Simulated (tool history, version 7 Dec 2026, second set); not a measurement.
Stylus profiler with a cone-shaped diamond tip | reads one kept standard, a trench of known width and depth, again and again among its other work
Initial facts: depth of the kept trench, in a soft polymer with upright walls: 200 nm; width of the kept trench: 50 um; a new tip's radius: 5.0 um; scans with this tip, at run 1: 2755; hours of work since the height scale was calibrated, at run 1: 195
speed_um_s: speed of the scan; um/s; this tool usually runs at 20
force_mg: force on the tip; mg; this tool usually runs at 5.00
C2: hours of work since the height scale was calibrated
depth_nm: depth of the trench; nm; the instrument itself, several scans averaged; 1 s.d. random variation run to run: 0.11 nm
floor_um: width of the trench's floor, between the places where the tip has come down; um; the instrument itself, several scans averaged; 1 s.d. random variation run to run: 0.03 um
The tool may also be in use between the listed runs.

Run 1, hour 0.0: usual settings; scans with this tip 2755; C2 195. Result: depth_nm 203.59 nm, floor_um 47.15 um.
Run 2, hour 16.6: usual settings; scans with this tip 2850; C2 201. Result: depth_nm 203.85 nm, floor_um 47.14 um.
Run 3, hour 36.5: usual settings but force_mg 2.87 mg; scans with this tip 2964; C2 209. Result: depth_nm 202.39 nm, floor_um 47.11 um.
Run 4, hour 60.2: usual settings; scans with this tip 3099; C2 219. Result: depth_nm 203.59 nm, floor_um 47.18 um.
Run 5, hour 86.0: usual settings; scans with this tip 3246; C2 229. Result: depth_nm 203.89 nm, floor_um 47.17 um.
Run 6, hour 101.2: usual settings; scans with this tip 3333; C2 235. Result: depth_nm 203.49 nm, floor_um 47.18 um.
Run 7, hour 120.5: usual settings; scans with this tip 3444; C2 243. Result: depth_nm 203.70 nm, floor_um 47.13 um.
Run 8, hour 135.4: usual settings; scans with this tip 3529; C2 249. Result: depth_nm 203.68 nm, floor_um 47.16 um.
Run 9, hour 163.2: usual settings; scans with this tip 3688; C2 260. Result: depth_nm 203.80 nm, floor_um 47.13 um.
Run 10, hour 175.3: usual settings; scans with this tip 3758; C2 265. Result: depth_nm 203.83 nm, floor_um 47.21 um.
Run 11, hour 200.4: usual settings; scans with this tip 3901; C2 276. Result: depth_nm 203.60 nm, floor_um 47.09 um.
Run 12, hour 221.9: usual settings; scans with this tip 4024; C2 284. Result: depth_nm 203.73 nm, floor_um 47.17 um.
Run 13, hour 235.3: usual settings; scans with this tip 4101; C2 290. Result: depth_nm 203.77 nm, floor_um 47.10 um.
Run 14, hour 261.5: usual settings but speed_um_s 62 um/s, force_mg 4.65 mg; scans with this tip 4251; C2 300. Result: depth_nm 203.67 nm, floor_um 47.00 um.
Run 15, hour 274.6: usual settings but speed_um_s 10 um/s, force_mg 8.80 mg; scans with this tip 4326; C2 306. Result: depth_nm 205.49 nm, floor_um 47.13 um.
Run 16, hour 286.0: usual settings but speed_um_s 49 um/s, force_mg 2.12 mg; scans with this tip 4391; C2 310. Result: depth_nm 202.25 nm, floor_um 47.03 um.
Run 17, hour 309.7: usual settings but speed_um_s 10 um/s, force_mg 6.22 mg; scans with this tip 4526; C2 320. Result: depth_nm 204.31 nm, floor_um 47.15 um.
Run 18, hour 322.1: usual settings but speed_um_s 6 um/s, force_mg 2.04 mg; scans with this tip 4597; C2 325. Result: depth_nm 201.99 nm, floor_um 47.18 um.
Run 19, hour 345.6: usual settings but speed_um_s 19 um/s, force_mg 4.31 mg; scans with this tip 4731; C2 334. Result: depth_nm 203.36 nm, floor_um 47.16 um.

Each row is a separate what-if for the run after 19, all from the same tool condition, not one after another. Results?
Run A, hour 367.0: usual settings but speed_um_s 70 um/s; scans with this tip 4854; C2 343. Result: depth_nm ?, floor_um ?.
Run B, hour 367.0: usual settings but speed_um_s 6 um/s, force_mg 8.71 mg; scans with this tip 4854; C2 343. Result: depth_nm ?, floor_um ?.
Run C, hour 367.0: usual settings but speed_um_s 23 um/s, force_mg 3.31 mg; scans with this tip 4854; C2 343. Result: depth_nm ?, floor_um ?.
Run D, hour 367.0: usual settings but speed_um_s 19 um/s, force_mg 2.07 mg; scans with this tip 4854; C2 343. Result: depth_nm ?, floor_um ?.
Run E, hour 367.0: usual settings but speed_um_s 24 um/s, force_mg 10.32 mg; scans with this tip 4854; C2 343. Result: depth_nm ?, floor_um ?.

run  depth_nm  floor_um
  A    203.79     47.05
  B    205.53     47.18
  C    202.75     47.16
  D    202.02     47.10
  E    206.22     47.15
Without the tool's unlogged condition, the same runs would have read:
run  depth_nm  floor_um
  A    203.79     47.05
  B    205.53     47.18
  C    202.76     47.16
  D    202.02     47.10
  E    206.22     47.15

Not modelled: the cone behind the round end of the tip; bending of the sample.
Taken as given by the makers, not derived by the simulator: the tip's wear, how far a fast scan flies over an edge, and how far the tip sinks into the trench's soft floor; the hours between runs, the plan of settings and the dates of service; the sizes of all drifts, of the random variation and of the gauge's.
